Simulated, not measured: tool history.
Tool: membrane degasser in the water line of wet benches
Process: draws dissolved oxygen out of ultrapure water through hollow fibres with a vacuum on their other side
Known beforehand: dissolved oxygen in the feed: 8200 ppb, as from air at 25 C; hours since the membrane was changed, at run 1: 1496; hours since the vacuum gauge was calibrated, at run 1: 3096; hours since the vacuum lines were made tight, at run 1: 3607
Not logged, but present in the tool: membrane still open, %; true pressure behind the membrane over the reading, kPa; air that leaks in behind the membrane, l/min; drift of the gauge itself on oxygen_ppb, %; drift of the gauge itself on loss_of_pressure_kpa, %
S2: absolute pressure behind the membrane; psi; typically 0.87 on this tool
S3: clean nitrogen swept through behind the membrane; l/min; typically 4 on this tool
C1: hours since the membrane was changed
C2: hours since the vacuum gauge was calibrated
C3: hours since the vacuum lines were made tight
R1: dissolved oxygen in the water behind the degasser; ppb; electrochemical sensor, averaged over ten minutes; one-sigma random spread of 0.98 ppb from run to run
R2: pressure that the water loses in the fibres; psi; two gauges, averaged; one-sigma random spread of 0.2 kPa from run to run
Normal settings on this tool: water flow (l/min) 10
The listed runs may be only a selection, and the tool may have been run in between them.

run 1 hour=0 | water_flow_(l/min)=10 S2=0.87 S3=4 | C1=1496 C2=3096 C3=3607 | R1=99.2 R2=6.466
run 2 hour=35 | water_flow_(l/min)=10 S2=0.87 S3=4 | C1=1531 C2=3131 C3=3642 | R1=102.8 R2=6.392
run 3 hour=77.8 | water_flow_(l/min)=10 S2=0.87 S3=3.24 | C1=1574 C2=3174 C3=3685 | R1=105.4 R2=6.411
run 4 hour=136.6 | water_flow_(l/min)=10 S2=0.87 S3=3.24 | C1=1633 C2=3233 C3=3743 | R1=107.1 R2=6.405
run 5 hour=170.5 | water_flow_(l/min)=10 S2=0.87 S3=3.24 | C1=1667 C2=3267 C3=3777 | R1=105.5 R2=6.443
run 6 hour=195.3 | water_flow_(l/min)=10 S2=0.87 S3=3.24 | C1=1691 C2=3291 C3=3802 | R1=105.7 R2=6.466
run 7 hour=244.9 | water_flow_(l/min)=10 S2=0.87 S3=3.24 | C1=1741 C2=3341 C3=3852 | R1=105.7 R2=6.389
-- hour=253.3 seals of the vacuum lines changed
run 8 hour=303.8 | water_flow_(l/min)=10 S2=0.632 S3=2.57 | C1=1798 C2=3398 C3=50 | R1=97.3 R2=6.443
run 9 hour=351.8 | water_flow_(l/min)=10 S2=1.783 S3=2.84 | C1=1846 C2=3446 C3=98 | R1=166.3 R2=6.36
run 10 hour=382.1 | water_flow_(l/min)=8 S2=0.976 S3=3.69 | C1=1876 C2=3476 C3=129 | R1=51.1 R2=5.137
run 11 hour=421.6 | water_flow_(l/min)=10 S2=1.411 S3=3.04 | C1=1916 C2=3516 C3=168 | R1=139.9 R2=6.437
run 12 hour=461.2 | water_flow_(l/min)=10 S2=1.411 S3=3.04 | C1=1955 C2=3555 C3=208 | R1=138.8 R2=6.469
run 13 hour=503 | water_flow_(l/min)=9 S2=1.987 S3=2.95 | C1=1997 C2=3597 C3=250 | R1=134.8 R2=5.719
run 14 hour=552.7 | water_flow_(l/min)=9 S2=0.687 S3=3.85 | C1=2047 C2=3647 C3=299 | R1=64.5 R2=5.759

Pick out some run-to-run changes in R1. Of each, how much would a tool without hidden state show as well, from the settings, what came in and chance, and how much is left for the hidden state and any gauge scatter not in both results compared?
Run 9 -> 10: water flow (l/min) 10 -> 8, S2 1.783 -> 0.976, S3 2.84 -> 3.69. R1 -115.2 ppb: hidden state -5.4, all else -109.8.
